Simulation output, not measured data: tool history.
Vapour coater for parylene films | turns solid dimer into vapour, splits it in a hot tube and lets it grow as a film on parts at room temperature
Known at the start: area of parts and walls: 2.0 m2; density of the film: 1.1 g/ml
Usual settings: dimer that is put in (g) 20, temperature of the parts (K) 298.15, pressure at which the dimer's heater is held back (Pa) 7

run,hour,dimer that is put in (g),temperature of the parts (K),pressure at which the dimer's heater is held back (Pa),thickness of the film (µm)
1,0,20,298.15,7,4.12
2,33.5,20,298.15,7,4.11
3,63.9,20,301.15,7,3.66
4,83.6,20,301.15,7,3.7
# hour 91.8: trap's valve overhauled
5,123.7,20,294.15,7,4.5
6,164.3,20,308.15,6.4,2.77
# hour 177.4: trap's valve overhauled, once more
7,187.9,20,308.15,6.4,3.13
8,216.7,20,308.15,6.4,3.13
9,257.9,9,295.15,11.17,1.92
10,287.5,26,293.15,2.35,8.75

Some steps in thickness of the film (µm) between neighbouring runs. How much of each would the tool show without its hidden state too (settings, what came in, random variation), and how much is left for the hidden state, with any gauge scatter that isn't in both results?
The hidden state here: vapour lost through the trap's worn valve, %; true temperature of the parts over the reading, C; drift of the gauge itself on film_um, %.
Run 6 -> 7: trap's valve overhauled, once more. thickness of the film (µm) +0.36: hidden state +0.4, all else -0.04.
Run 9 -> 10: dimer that is put in (g) 9 -> 26, temperature of the parts (K) 295.15 -> 293.15, pressure at which the dimer's heater is held back (Pa) 11.17 -> 2.35. thickness of the film (µm) +6.83: hidden state -0.28, all else +7.11.
